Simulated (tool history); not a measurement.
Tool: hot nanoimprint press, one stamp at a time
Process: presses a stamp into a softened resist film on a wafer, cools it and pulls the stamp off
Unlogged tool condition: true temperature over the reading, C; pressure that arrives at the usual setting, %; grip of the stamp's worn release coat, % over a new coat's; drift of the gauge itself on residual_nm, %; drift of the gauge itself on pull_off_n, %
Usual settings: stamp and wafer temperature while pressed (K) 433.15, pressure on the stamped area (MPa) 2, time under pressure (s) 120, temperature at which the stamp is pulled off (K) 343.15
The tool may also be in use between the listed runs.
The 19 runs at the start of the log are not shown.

run,hour,stamp and wafer temperature while pressed (K),pressure on the stamped area (MPa),time under pressure (s),temperature at which the stamp is pulled off (K),hours of work since the thermocouple was calibrated,imprints on the stamp's release coat,hours of work since the press's seals were changed,resist left under the stamp's widest pad (angstrom),greatest force while the stamp is pulled off (N)
20,129.3,433.15,1.61,120,343.15,17,741,161,1726,190
21,133.8,441.15,2,120,335.15,20,753,164,1000,229
22,141,441.15,2,120,335.15,23,773,167,1001,217
# hour 148.6: plate thermocouple calibrated, once more
23,152.4,433.15,2,132,343.15,2,796,172,1560,185
24,156.7,433.15,1.66,132,343.15,4,807,174,1735,186
25,166.2,432.15,3.13,105,332.15,9,833,179,1393,233
26,173.1,444.15,2.65,103,334.15,13,852,182,811,227
27,178.1,427.15,2,120,343.15,15,866,185,2233,192
28,188.3,427.15,1.46,120,329.15,20,894,190,2566,243
29,194.7,427.15,1.46,179,329.15,24,911,193,2304,248
30,203.5,436.15,1.49,120,343.15,28,935,198,1619,192

Each row is a separate what-if for the run after 30, all from the same tool condition, not one after another. Results?
A,208.1,442.15,1.49,221,343.15,31,947,200,?,?
B,208.1,421.15,1.49,120,343.15,31,947,200,?,?
C,208.1,436.15,1.49,120,334.15,31,947,200,?,?
D,208.1,424.15,1.49,159,346.15,31,947,200,?,?

run,resist left under the stamp's widest pad (angstrom),greatest force while the stamp is pulled off (N)
A,953,188
B,3229,196
C,1633,238
D,2707,182
Stripped of hidden state, with their random variation kept, the same runs would have yielded:
run,resist left under the stamp's widest pad (angstrom),greatest force while the stamp is pulled off (N)
A,942,150
B,3208,157
C,1613,190
D,2682,145
